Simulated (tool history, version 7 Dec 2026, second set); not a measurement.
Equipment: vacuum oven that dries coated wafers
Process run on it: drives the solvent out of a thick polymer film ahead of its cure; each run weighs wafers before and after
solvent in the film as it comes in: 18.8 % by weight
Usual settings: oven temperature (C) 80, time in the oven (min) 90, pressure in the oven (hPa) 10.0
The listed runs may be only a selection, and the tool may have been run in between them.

Run 1, day 0.000: usual settings. Result: solvent left in the film (%) 2.96.
Run 2, day 2.896: usual settings but time in the oven (min) 67. Result: solvent left in the film (%) 4.35.
Run 3, day 6.108: usual settings but time in the oven (min) 67. Result: solvent left in the film (%) 4.33.
Run 4, day 9.346: usual settings. Result: solvent left in the film (%) 2.84.
At day 9.696: oven's thermocouples calibrated.
Run 5, day 12.417: usual settings but oven temperature (C) 67. Result: solvent left in the film (%) 6.70.
Run 6, day 15.412: usual settings but oven temperature (C) 76. Result: solvent left in the film (%) 4.27.
Run 7, day 17.179: usual settings but pressure in the oven (hPa) 5.2. Result: solvent left in the film (%) 3.15.

Estimate the outcome of run 8 from the log above:
Run 8, day 20.546: usual settings but oven temperature (C) 75, time in the oven (min) 60. Result: solvent left in the film (%) ?.

solvent left in the film (%): 6.65
With no hidden state in the tool, this same run would have given solvent left in the film (%) 6.75.

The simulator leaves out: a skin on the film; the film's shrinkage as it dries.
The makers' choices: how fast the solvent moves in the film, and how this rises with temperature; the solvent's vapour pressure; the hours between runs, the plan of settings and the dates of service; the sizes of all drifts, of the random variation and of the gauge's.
